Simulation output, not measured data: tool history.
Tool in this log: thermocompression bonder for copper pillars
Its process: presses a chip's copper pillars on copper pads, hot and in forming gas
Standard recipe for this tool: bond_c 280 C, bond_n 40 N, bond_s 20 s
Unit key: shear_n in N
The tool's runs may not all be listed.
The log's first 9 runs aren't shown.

| run | hour | bond_c | bond_n | bond_s | shear_n |
|---|---|---|---|---|---|
| 10 | 165.2 | 259 | 40 | 20 | 29.2 |
| 11 | 192.7 | 259 | 40 | 20 | 29.2 |
| 12 | 213.7 | 259 | 40 | 45 | 39.3 |
| 13 | 242.2 | 259 | 40 | 45 | 39.2 |
| 14 | 265 | 280 | 40 | 20 | 39.9 |
| 15 | 285 | 280 | 40 | 20 | 39.2 |
| 16 | 302.5 | 280 | 40 | 20 | 39.7 |
| 17 | 330.6 | 280 | 59 | 15 | 46.2 |
|  | 340.1 | forming gas filter changed |
| 18 | 358.9 | 260 | 40 | 28 | 33.4 |
| 19 | 384.9 | 260 | 40 | 28 | 33.8 |
| 20 | 400.1 | 268 | 31 | 15 | 24.7 |
| 21 | 416.9 | 293 | 44 | 20 | 49.9 |
| 22 | 431.7 | 300 | 51 | 20 | 58.8 |
| 23 | 455.5 | 284 | 27 | 43 | 42.4 |
| 24 | 471.5 | 284 | 27 | 43 | 42.2 |
| 25 | 485 | 284 | 27 | 43 | 42.4 |
| 26 | 514.4 | 284 | 30 | 43 | 45.6 |
| 27 | 540.2 | 305 | 27 | 43 | 54.3 |
| 28 | 568 | 305 | 27 | 43 | 54.7 |
| 29 | 593.5 | 280 | 30 | 30 | 37.4 |
|  | 610.9 | heater calibrated with a thermocouple chip |
| 30 | 613.8 | 288 | 25 | 20 | 32.4 |

Expected results for the next run?
| 31 | 635.4 | 286 | 41 | 24 | ? |

{"run 31": {"shear_n": 47}}
With no hidden state in the tool, this same run would have given shear_n 47 N.
